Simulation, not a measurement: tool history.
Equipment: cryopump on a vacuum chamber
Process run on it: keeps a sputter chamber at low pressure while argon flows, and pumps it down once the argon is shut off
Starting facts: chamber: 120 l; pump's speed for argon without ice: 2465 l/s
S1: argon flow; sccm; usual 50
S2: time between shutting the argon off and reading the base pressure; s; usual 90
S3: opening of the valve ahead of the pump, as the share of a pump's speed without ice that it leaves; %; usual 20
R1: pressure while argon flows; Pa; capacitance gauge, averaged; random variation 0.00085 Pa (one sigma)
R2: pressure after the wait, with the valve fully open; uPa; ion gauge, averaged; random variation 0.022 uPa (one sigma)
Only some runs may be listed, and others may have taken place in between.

{"run": 1, "hour": 0.0, "S1": 50, "S2": 90, "S3": 20, "R1": 0.1798, "R2": 0.94}
{"run": 2, "hour": 15.6, "S1": 55, "S2": 90, "S3": 20, "R1": 0.1988, "R2": 0.96}
{"run": 3, "hour": 25.5, "S1": 50, "S2": 120, "S3": 20, "R1": 0.18, "R2": 0.83}
{"run": 4, "hour": 48.2, "S1": 50, "S2": 120, "S3": 20, "R1": 0.181, "R2": 0.86}
{"run": 5, "hour": 69.8, "S1": 50, "S2": 120, "S3": 20, "R1": 0.1814, "R2": 0.87}
{"run": 6, "hour": 92.7, "S1": 50, "S2": 32, "S3": 20, "R1": 0.1819, "R2": 1.87}
{"run": 7, "hour": 110.2, "S1": 50, "S2": 32, "S3": 20, "R1": 0.1824, "R2": 1.89}
{"run": 8, "hour": 127.4, "S1": 50, "S2": 244, "S3": 20, "R1": 0.1834, "R2": 0.73}
{"run": 9, "hour": 147.5, "S1": 50, "S2": 244, "S3": 20, "R1": 0.1818, "R2": 0.73}
{"run": 10, "hour": 161.5, "S1": 50, "S2": 244, "S3": 20, "R1": 0.1829, "R2": 0.7}
{"run": 11, "hour": 177.6, "S1": 50, "S2": 244, "S3": 45, "R1": 0.0874, "R2": 0.73}
{"run": 12, "hour": 196.2, "S1": 50, "S2": 244, "S3": 45, "R1": 0.0882, "R2": 0.76}
{"run": 13, "hour": 217.1, "S1": 50, "S2": 90, "S3": 20, "R1": 0.1845, "R2": 1.06}
{"run": 14, "hour": 229.2, "S1": 50, "S2": 90, "S3": 20, "R1": 0.1859, "R2": 1.1}
{"run": 15, "hour": 248.4, "S1": 50, "S2": 90, "S3": 20, "R1": 0.1863, "R2": 1.09}
{"run": 16, "hour": 266.9, "S1": 50, "S2": 90, "S3": 20, "R1": 0.1858, "R2": 1.12}
{"run": 17, "hour": 281.4, "S1": 50, "S2": 90, "S3": 20, "R1": 0.1854, "R2": 1.05}
{"hour": 292.4, "done": "pump warmed up, emptied and cooled again"}
{"run": 18, "hour": 305.2, "S1": 50, "S2": 285, "S3": 20, "R1": 0.1725, "R2": 0.59}
{"run": 19, "hour": 326.2, "S1": 50, "S2": 285, "S3": 20, "R1": 0.1709, "R2": 0.57}
{"run": 20, "hour": 344.5, "S1": 23, "S2": 90, "S3": 36, "R1": 0.0437, "R2": 0.93}
{"run": 21, "hour": 355.9, "S1": 50, "S2": 30, "S3": 20, "R1": 0.1734, "R2": 1.9}
{"run": 22, "hour": 375.4, "S1": 89, "S2": 291, "S3": 21, "R1": 0.2921, "R2": 0.61}
{"run": 23, "hour": 391.5, "S1": 55, "S2": 54, "S3": 21, "R1": 0.1807, "R2": 1.38}
{"run": 24, "hour": 405.5, "S1": 48, "S2": 80, "S3": 49, "R1": 0.0681, "R2": 1.03}
{"run": 25, "hour": 415.6, "S1": 48, "S2": 80, "S3": 49, "R1": 0.069, "R2": 1.02}
{"run": 26, "hour": 427.9, "S1": 48, "S2": 80, "S3": 49, "R1": 0.0694, "R2": 1.04}
{"run": 27, "hour": 440.2, "S1": 48, "S2": 80, "S3": 49, "R1": 0.0693, "R2": 1.06}
{"run": 28, "hour": 454.8, "S1": 48, "S2": 80, "S3": 49, "R1": 0.0685, "R2": 1.09}
{"run": 29, "hour": 473.6, "S1": 48, "S2": 80, "S3": 49, "R1": 0.0694, "R2": 1.08}
{"run": 30, "hour": 490.6, "S1": 48, "S2": 80, "S3": 49, "R1": 0.0707, "R2": 1.04}
{"run": 31, "hour": 508.4, "S1": 48, "S2": 80, "S3": 49, "R1": 0.0699, "R2": 1.11}
{"run": 32, "hour": 521.0, "S1": 48, "S2": 80, "S3": 49, "R1": 0.0694, "R2": 1.1}
{"run": 33, "hour": 532.3, "S1": 48, "S2": 80, "S3": 49, "R1": 0.0702, "R2": 1.11}
{"run": 34, "hour": 549.7, "S1": 48, "S2": 80, "S3": 49, "R1": 0.0711, "R2": 1.08}

Subtracting, for every run, the result it would have given without the tool's unlogged condition from the measured result gives the following. The same run-to-run variation enters both numbers; the gauge's scatter may not:
Hidden conditions of the tool in this case: pump's speed, % of a pump's without ice; cold plate's temperature, K; leak into the chamber, uPa l/s; drift of the gauge itself on working_pa, %; drift of the gauge itself on base_upa, %.
run=1 R1=+0.0089 R2=+0.34
run=2 R1=+0.0101 R2=+0.35
run=3 R1=+0.0093 R2=+0.35
run=4 R1=+0.0096 R2=+0.37
run=5 R1=+0.01 R2=+0.37
run=6 R1=+0.0103 R2=+0.38
run=7 R1=+0.0107 R2=+0.39
run=8 R1=+0.011 R2=+0.41
run=9 R1=+0.0112 R2=+0.41
run=10 R1=+0.0116 R2=+0.43
run=11 R1=+0.0118 R2=+0.44
run=12 R1=+0.0122 R2=+0.45
run=13 R1=+0.0127 R2=+0.46
run=14 R1=+0.0129 R2=+0.48
run=15 R1=+0.0134 R2=+0.48
run=16 R1=+0.0136 R2=+0.5
run=17 R1=+0.0139 R2=+0.48
run=18 R1=+0.0006 R2=+0.33
run=19 R1=+0.0008 R2=+0.33
run=20 R1=+0.0004 R2=+0.35
run=21 R1=+0.0012 R2=+0.35
run=22 R1=+0.0024 R2=+0.36
run=23 R1=+0.0017 R2=+0.38
run=24 R1=+0.0016 R2=+0.37
run=25 R1=+0.0017 R2=+0.38
run=26 R1=+0.0019 R2=+0.38
run=27 R1=+0.002 R2=+0.4
run=28 R1=+0.0021 R2=+0.41
run=29 R1=+0.0024 R2=+0.41
run=30 R1=+0.0025 R2=+0.41
run=31 R1=+0.0027 R2=+0.42
run=32 R1=+0.0029 R2=+0.44
run=33 R1=+0.003 R2=+0.44
run=34 R1=+0.0032 R2=+0.44

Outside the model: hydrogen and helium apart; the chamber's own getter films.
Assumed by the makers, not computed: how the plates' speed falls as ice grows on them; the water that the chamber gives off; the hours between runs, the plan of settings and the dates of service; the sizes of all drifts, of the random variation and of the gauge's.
